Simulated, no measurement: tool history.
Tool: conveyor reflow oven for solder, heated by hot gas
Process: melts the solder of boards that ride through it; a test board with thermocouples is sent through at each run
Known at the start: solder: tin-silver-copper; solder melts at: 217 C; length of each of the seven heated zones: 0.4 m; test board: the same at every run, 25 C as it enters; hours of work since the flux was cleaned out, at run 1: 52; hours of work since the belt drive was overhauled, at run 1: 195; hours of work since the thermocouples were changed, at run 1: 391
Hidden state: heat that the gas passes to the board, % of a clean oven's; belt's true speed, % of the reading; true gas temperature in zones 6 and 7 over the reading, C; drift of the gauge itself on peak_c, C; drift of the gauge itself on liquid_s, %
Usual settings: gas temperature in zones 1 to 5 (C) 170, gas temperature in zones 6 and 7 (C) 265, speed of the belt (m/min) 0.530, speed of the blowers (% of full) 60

run	hour	gas temperature in zones 1 to 5 (C)	gas temperature in zones 6 and 7 (C)	speed of the belt (m/min)	speed of the blowers (% of full)	hours of work since the flux was cleaned out	hours of work since the belt drive was overhauled	hours of work since the thermocouples were changed	highest temperature of the board (C)	time above the solder's melting point (s)
1	0.0	170	265	0.530	60	52	195	391	248.1	62.3
2	26.9	170	265	0.530	60	70	213	408	248.6	62.3
3	56.4	170	265	0.530	60	89	232	428	248.3	62.3
4	72.0	170	265	0.530	60	99	242	438	248.1	61.9
5	94.5	170	265	0.530	60	114	257	453	248.0	62.4
6	129.6	170	265	0.530	60	137	280	476	248.0	61.9
7	146.6	170	265	0.530	60	148	291	487	248.4	62.1
8	171.2	170	265	0.530	60	164	307	503	247.8	62.9
# hour 182.7: flux residue cleaned out of gas plates and filters
9	195.8	170	265	0.530	60	9	320	516	248.3	62.8
10	225.4	170	265	0.591	60	28	340	535	244.6	50.9
11	243.4	170	265	0.591	60	40	352	547	244.5	51.1
12	272.3	170	265	0.591	60	59	371	566	244.1	50.7
13	288.4	170	265	0.591	77	69	381	577	249.8	57.4
14	318.0	170	265	0.530	60	89	401	596	248.0	62.0
15	343.5	170	265	0.530	60	106	417	613	248.1	62.3
16	377.2	165	263	0.530	60	128	439	635	245.6	57.6
17	393.9	170	265	0.502	60	139	450	646	250.0	68.0
18	430.4	170	265	0.581	60	163	474	670	244.8	53.1
# hour 444.7: flux residue cleaned out of gas plates and filters
19	459.6	170	279	0.620	51	10	490	686	249.7	51.7
20	487.5	162	276	0.570	62	28	508	704	254.4	59.6
# hour 493.1: thermocouples of zones 6 and 7 changed
21	507.7	174	280	0.474	73	40	520	10	268.9	89.5
22	532.2	174	280	0.474	73	56	537	26	269.2	89.5
23	567.2	175	264	0.575	55	79	559	49	243.3	53.6
24	592.3	175	264	0.575	55	96	576	65	243.6	53.7
25	609.8	175	264	0.575	55	107	587	77	243.7	53.2
26	648.1	167	265	0.530	74	132	613	102	252.0	66.0
27	667.5	167	265	0.530	74	145	625	114	251.1	65.8
28	694.7	167	254	0.520	74	163	643	132	242.4	58.7

Forecast each of these 4 alternatives for the next run:
# hour 709.4: flux residue cleaned out of gas plates and filters
A	730.7	167	258	0.520	87	14	663	153	?	?
# hour 709.4: flux residue cleaned out of gas plates and filters
B	730.7	170	274	0.476	60	14	663	153	?	?
# hour 709.4: flux residue cleaned out of gas plates and filters
C	730.7	170	265	0.498	73	14	663	153	?	?
# hour 709.4: flux residue cleaned out of gas plates and filters
D	730.7	175	271	0.520	56	14	663	153	?	?

run	highest temperature of the board (C)	time above the solder's melting point (s)
A	248.6	66.3
B	259.8	81.0
C	254.0	73.9
D	253.8	70.4
Without the tool's hidden state the same runs would have given:
run	highest temperature of the board (C)	time above the solder's melting point (s)
A	248.6	66.2
B	259.8	80.9
C	254.0	73.8
D	253.8	70.3

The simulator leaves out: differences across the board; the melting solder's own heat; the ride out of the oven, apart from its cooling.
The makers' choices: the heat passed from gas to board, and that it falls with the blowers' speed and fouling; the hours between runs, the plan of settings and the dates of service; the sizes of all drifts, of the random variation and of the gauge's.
